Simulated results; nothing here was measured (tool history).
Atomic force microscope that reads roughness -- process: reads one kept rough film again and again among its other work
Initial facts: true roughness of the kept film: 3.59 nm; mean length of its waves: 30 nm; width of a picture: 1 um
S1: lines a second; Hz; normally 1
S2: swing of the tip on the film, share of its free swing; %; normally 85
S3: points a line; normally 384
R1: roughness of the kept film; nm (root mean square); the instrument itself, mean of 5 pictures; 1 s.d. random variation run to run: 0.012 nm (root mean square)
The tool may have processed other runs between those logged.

{"run": 1, "day": 0.0, "S1": 1, "S2": 85, "S3": 384, "R1": 2.099}
{"day": 1.475, "done": "new tip fitted"}
{"run": 2, "day": 1.85, "S1": 1, "S2": 85, "S3": 384, "R1": 2.853}
{"run": 3, "day": 2.842, "S1": 2.74, "S2": 85, "S3": 384, "R1": 2.441}
{"run": 4, "day": 4.833, "S1": 2.74, "S2": 85, "S3": 384, "R1": 2.155}
{"run": 5, "day": 5.917, "S1": 2.74, "S2": 85, "S3": 384, "R1": 2.036}
{"run": 6, "day": 6.804, "S1": 1, "S2": 85, "S3": 384, "R1": 2.156}
{"run": 7, "day": 8.046, "S1": 0.66, "S2": 85, "S3": 384, "R1": 2.046}
{"day": 8.925, "done": "new tip fitted"}
{"run": 8, "day": 9.8, "S1": 0.66, "S2": 85, "S3": 384, "R1": 2.855}
{"run": 9, "day": 11.758, "S1": 0.66, "S2": 85, "S3": 384, "R1": 2.54}
{"run": 10, "day": 13.35, "S1": 0.6, "S2": 85, "S3": 384, "R1": 2.311}
{"day": 13.588, "done": "height scale calibrated on a step standard"}
{"run": 11, "day": 15.246, "S1": 0.6, "S2": 85, "S3": 382, "R1": 2.146}
{"day": 16.425, "done": "new tip fitted"}
{"run": 12, "day": 17.021, "S1": 0.62, "S2": 59, "S3": 919, "R1": 3.019}
{"run": 13, "day": 18.958, "S1": 0.62, "S2": 59, "S3": 919, "R1": 2.743}
{"run": 14, "day": 20.242, "S1": 0.62, "S2": 59, "S3": 919, "R1": 2.508}
{"day": 20.596, "done": "height scale calibrated on a step standard, once more"}
{"run": 15, "day": 21.792, "S1": 3.27, "S2": 88, "S3": 323, "R1": 1.813}
{"run": 16, "day": 23.233, "S1": 1.71, "S2": 85, "S3": 487, "R1": 1.915}
{"day": 23.938, "done": "new tip fitted"}
{"run": 17, "day": 24.604, "S1": 1.71, "S2": 65, "S3": 569, "R1": 2.806}
{"run": 18, "day": 25.45, "S1": 1.03, "S2": 69, "S3": 384, "R1": 2.687}
{"run": 19, "day": 27.338, "S1": 0.67, "S2": 85, "S3": 685, "R1": 2.423}
{"run": 20, "day": 28.354, "S1": 0.67, "S2": 59, "S3": 517, "R1": 2.339}
{"run": 21, "day": 30.112, "S1": 2.99, "S2": 85, "S3": 378, "R1": 1.829}

Consider 5 possible next runs. They are alternatives, not a sequence: every one starts from the tool as it was left by run 21. What does each give?
{"day": 31.338, "done": "new tip fitted"}
{"run": "A", "day": 31.508, "S1": 2.92, "S2": 85, "S3": 816, "R1": "?"}
{"day": 31.338, "done": "new tip fitted"}
{"run": "B", "day": 31.508, "S1": 0.59, "S2": 85, "S3": 378, "R1": "?"}
{"day": 31.338, "done": "new tip fitted"}
{"run": "C", "day": 31.508, "S1": 1, "S2": 55, "S3": 384, "R1": "?"}
{"day": 31.338, "done": "new tip fitted"}
{"run": "D", "day": 31.508, "S1": 2.69, "S2": 72, "S3": 462, "R1": "?"}
{"day": 31.338, "done": "new tip fitted"}
{"run": "E", "day": 31.508, "S1": 2.81, "S2": 85, "S3": 310, "R1": "?"}

run=A R1=2.593
run=B R1=2.945
run=C R1=3.026
run=D R1=2.819
run=E R1=2.567
With the hidden condition removed and each run's random variation left untouched, the same runs would have given:
run=A R1=2.619
run=B R1=2.975
run=C R1=3.056
run=D R1=2.847
run=E R1=2.593
